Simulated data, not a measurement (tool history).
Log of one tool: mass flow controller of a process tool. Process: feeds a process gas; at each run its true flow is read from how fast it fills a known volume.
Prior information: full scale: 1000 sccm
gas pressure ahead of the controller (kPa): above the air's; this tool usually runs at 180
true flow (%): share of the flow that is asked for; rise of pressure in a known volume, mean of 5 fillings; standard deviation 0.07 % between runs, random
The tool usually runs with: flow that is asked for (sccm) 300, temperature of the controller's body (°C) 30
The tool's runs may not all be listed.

run	hour	flow that is asked for (sccm)	gas pressure ahead of the controller (kPa)	temperature of the controller's body (°C)	true flow (%)
1	0.0	300	180	30	98.27
2	95.5	767	180	30	99.26
3	273.3	767	180	30	99.33
4	346.1	767	180	30	99.36
5	460.1	300	180	30	98.40
6	540.0	300	180	30	98.34
7	688.7	300	265	30	98.34
8	794.3	300	265	30	98.35
9	871.8	300	180	20	97.94
10	993.9	300	180	30	98.24
11	1112.8	300	208	30	98.28
12	1262.5	300	208	30	98.39
13	1419.6	300	180	30	98.17
14	1508.3	300	180	30	98.36
15	1670.9	300	180	30	98.24
16	1753.2	300	180	30	98.24
17	1846.4	300	180	30	98.22
18	1966.2	300	180	30	98.25
19	2115.6	300	180	30	98.17
20	2290.0	300	180	37	98.48
21	2439.6	303	180	30	98.22
22	2613.7	300	180	33	98.30
23	2788.1	300	180	33	98.36
24	2915.2	300	151	33	98.31
25	3026.2	801	180	28	99.10
26	3158.7	268	233	27	98.11
27	3256.9	300	180	34	98.14
28	3359.6	119	167	27	98.23
29	3447.1	300	180	27	98.27
30	3554.0	918	180	24	99.11
31	3680.5	918	180	24	98.88
32	3812.5	918	180	24	98.81
33	3929.2	918	180	24	98.91
34	4053.2	150	180	32	97.30
35	4182.2	150	180	32	97.35
36	4264.1	137	259	22	96.94
37	4436.4	989	202	33	99.41
38	4581.3	989	202	33	99.32
39	4741.7	743	202	22	98.08
40	4866.9	743	202	22	98.36
41	5005.8	352	220	30	97.66
42	5109.7	418	204	30	97.87
43	5193.0	149	164	21	96.88
44	5312.0	149	164	21	96.89
45	5491.4	149	164	21	96.85
46	5577.5	149	151	21	96.87
47	5712.6	119	206	21	96.77

Not shown: 2 entries that the log had between the listed runs. Between which runs, and how does the tool's hidden state differ before and after?
Run 28 -> run 29: controller's zero set anew (hour 3370.5)
  flow at rest that the sensor doesn't see, % of full scale: 0.142 -> 0.241; true flow over the shown one, %: -0.84 -> -0.85
  the result without the hidden state subtracted from the measured one, true flow (%): +0.36 -> -0.05
Run 30 -> run 31: controller's zero set anew, once more (hour 3644.6)
  flow at rest that the sensor doesn't see, % of full scale: 0.243 -> 0.008; true flow over the shown one, %: -0.87 -> -0.88
  the result without the hidden state subtracted from the measured one, true flow (%): -0.60 -> -0.88
